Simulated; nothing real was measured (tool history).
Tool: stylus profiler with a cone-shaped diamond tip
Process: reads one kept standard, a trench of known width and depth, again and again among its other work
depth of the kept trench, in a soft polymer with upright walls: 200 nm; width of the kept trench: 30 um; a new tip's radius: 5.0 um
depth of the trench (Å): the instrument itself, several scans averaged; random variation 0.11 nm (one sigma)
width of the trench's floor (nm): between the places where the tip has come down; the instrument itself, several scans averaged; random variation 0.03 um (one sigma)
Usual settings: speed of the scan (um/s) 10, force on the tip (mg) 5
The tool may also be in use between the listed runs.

run	day	speed of the scan (um/s)	force on the tip (mg)	depth of the trench (Å)	width of the trench's floor (nm)
1	0	10	5	2056.4	26710
2	0.667	10	5	2053.6	26770
3	1.129	10	5	2055.6	26760
4	2.125	10	5	2054.6	26730
5	2.983	10	5	2053.8	26780
6	3.546	10	5	2057.2	26710
7	4.258	11	5	2055.7	26630
8	5.092	19	5	2055.8	26680
9	6.1	19	5	2056.8	26630
10	6.796	19	5	2059.4	26630
11	7.454	10	2.17	2035.3	26640
12	8.321	10	2.17	2033.1	26650
13	9.183	10	2.17	2034.1	26630
14	9.958	10	2.17	2035.1	26580
15	10.738	10	5	2059	26620
16	11.646	10	5	2057.6	26560
17	12.458	10	5	2056.1	26600
18	13.425	10	5	2056.7	26510
19	14.104	10	5	2056.1	26560
20	14.917	10	5	2058.1	26570
21	15.442	2	9.91	2086	26560
22	16.204	22	2.66	2042.8	26510
23	17.183	4	3.44	2047.5	26490
24	18.2	39	5.62	2060.1	26440
25	18.8	38	3.31	2046.6	26380
26	19.817	10	4.93	2056.8	26400
27	20.779	36	2.11	2036.4	26390
28	21.517	4	2.15	2036.4	26430
29	22.096	39	5	2056.9	26410
30	23.079	6	4.27	2054.8	26430
31	23.571	6	4.27	2054.8	26420
32	24.442	23	3.42	2048	26360
33	25.383	5	10.65	2094.3	26320

4 ways to go on from here, each from the tool as it stands after run 33. What would each give?
A	25.808	8	7.66	?	?
B	25.808	5	2.3	?	?
C	25.808	5	5.26	?	?
D	25.808	30	14.27	?	?

run	depth of the trench (Å)	width of the trench's floor (nm)
A	2077.1	26370
B	2038.6	26350
C	2062.1	26340
D	2110.4	26330
Without the tool's hidden state the same runs would have given:
run	depth of the trench (Å)	width of the trench's floor (nm)
A	2068.1	27190
B	2029.7	27170
C	2053.2	27160
D	2101.2	27150
